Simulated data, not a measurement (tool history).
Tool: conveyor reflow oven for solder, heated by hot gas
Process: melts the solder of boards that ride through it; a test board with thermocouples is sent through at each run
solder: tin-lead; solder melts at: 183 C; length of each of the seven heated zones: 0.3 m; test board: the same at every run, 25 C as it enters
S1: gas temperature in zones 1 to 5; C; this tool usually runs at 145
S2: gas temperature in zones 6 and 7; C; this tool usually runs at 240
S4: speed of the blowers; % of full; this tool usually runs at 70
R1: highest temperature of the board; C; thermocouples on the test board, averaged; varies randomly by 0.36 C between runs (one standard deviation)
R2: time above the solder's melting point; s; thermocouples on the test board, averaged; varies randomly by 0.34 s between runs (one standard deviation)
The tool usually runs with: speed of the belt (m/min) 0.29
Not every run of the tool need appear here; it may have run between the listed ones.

Run 1, hour 0: usual settings. Result: R1 224.6 C, R2 105.5 s.
Run 2, hour 31.5: usual settings but speed of the belt (m/min) 0.268. Result: R1 226.8 C, R2 116 s.
Run 3, hour 61.5: usual settings. Result: R1 225.1 C, R2 105.7 s.
Run 4, hour 82.4: usual settings but S2 234 C. Result: R1 219.7 C, R2 99.6 s.
Run 5, hour 113.4: usual settings but S2 234 C. Result: R1 219.5 C, R2 99.9 s.
Run 6, hour 146.4: usual settings but S2 234 C. Result: R1 219.1 C, R2 100 s.
Run 7, hour 164.2: usual settings. Result: R1 225.1 C, R2 105.6 s.
Run 8, hour 198.5: usual settings but speed of the belt (m/min) 0.306. Result: R1 222.7 C, R2 98.5 s.
Run 9, hour 217.1: usual settings but speed of the belt (m/min) 0.306. Result: R1 223.1 C, R2 98.3 s.
Run 10, hour 243.1: usual settings but S1 148 C. Result: R1 225.5 C, R2 107.8 s.
Run 11, hour 269.2: usual settings but S1 148 C. Result: R1 225.1 C, R2 108.2 s.
Run 12, hour 309.9: usual settings but S1 148 C. Result: R1 225.4 C, R2 108.2 s.
Run 13, hour 350.2: usual settings but S1 148 C. Result: R1 225.9 C, R2 108 s.
Run 14, hour 383.4: usual settings but S1 148 C. Result: R1 224.4 C, R2 108.1 s.
Run 15, hour 408.8: usual settings but S1 148 C. Result: R1 224.8 C, R2 107.8 s.
Run 16, hour 447.2: usual settings but S1 136 C, S2 239 C, speed of the belt (m/min) 0.327, S4 72 % of full. Result: R1 218.6 C, R2 82.4 s.
Run 17, hour 478.2: usual settings but S1 136 C, S2 239 C, speed of the belt (m/min) 0.327, S4 72 % of full. Result: R1 218.9 C, R2 82.2 s.
Run 18, hour 510.6: usual settings but speed of the belt (m/min) 0.324. Result: R1 221 C, R2 90.8 s.
Run 19, hour 529.1: usual settings but S2 239 C. Result: R1 224.1 C, R2 104.6 s.
Run 20, hour 566: usual settings but S2 237 C, speed of the belt (m/min) 0.255. Result: R1 225.1 C, R2 121.9 s.
Run 21, hour 605.1: usual settings but S2 229 C. Result: R1 215.3 C, R2 94.6 s.
Run 22, hour 637: usual settings but S2 253 C, S4 64 % of full. Result: R1 234.4 C, R2 113.8 s.
Run 23, hour 660.7: usual settings but S1 131 C, S2 253 C, speed of the belt (m/min) 0.332, S4 87 % of full. Result: R1 233 C, R2 92.6 s.
Run 24, hour 693: usual settings but S2 239 C, speed of the belt (m/min) 0.267, S4 69 % of full. Result: R1 225.8 C, R2 115.9 s.
Run 25, hour 710: usual settings but S1 132 C, S4 60 % of full. Result: R1 219.2 C, R2 92.2 s.
Run 26, hour 746.3: usual settings but S1 148 C, S2 244 C, speed of the belt (m/min) 0.257, S4 82 % of full. Result: R1 234.9 C, R2 131.3 s.
Run 27, hour 763.2: usual settings but S1 134 C, S2 237 C, speed of the belt (m/min) 0.235, S4 58 % of full. Result: R1 223.5 C, R2 122 s.
Run 28, hour 795.2: usual settings but S1 147 C, S2 246 C, speed of the belt (m/min) 0.313, S4 69 % of full. Result: R1 227.5 C, R2 101.1 s.
Run 29, hour 812.2: usual settings but S1 140 C, S2 251 C, speed of the belt (m/min) 0.284, S4 65 % of full. Result: R1 232.6 C, R2 111.7 s.
Run 30, hour 828.9: usual settings but S1 159 C, S4 89 % of full. Result: R1 229.9 C, R2 119.5 s.

Taken out of this log: 1 entry between the listed runs. Where each belongs, and how the hidden state differs across it:
Logged between run 15 and run 16: flux residue cleaned out of gas plates and filters (hour 425.6)
  heat that the gas passes to the board, % of a clean oven's: 99.6 -> 99.9

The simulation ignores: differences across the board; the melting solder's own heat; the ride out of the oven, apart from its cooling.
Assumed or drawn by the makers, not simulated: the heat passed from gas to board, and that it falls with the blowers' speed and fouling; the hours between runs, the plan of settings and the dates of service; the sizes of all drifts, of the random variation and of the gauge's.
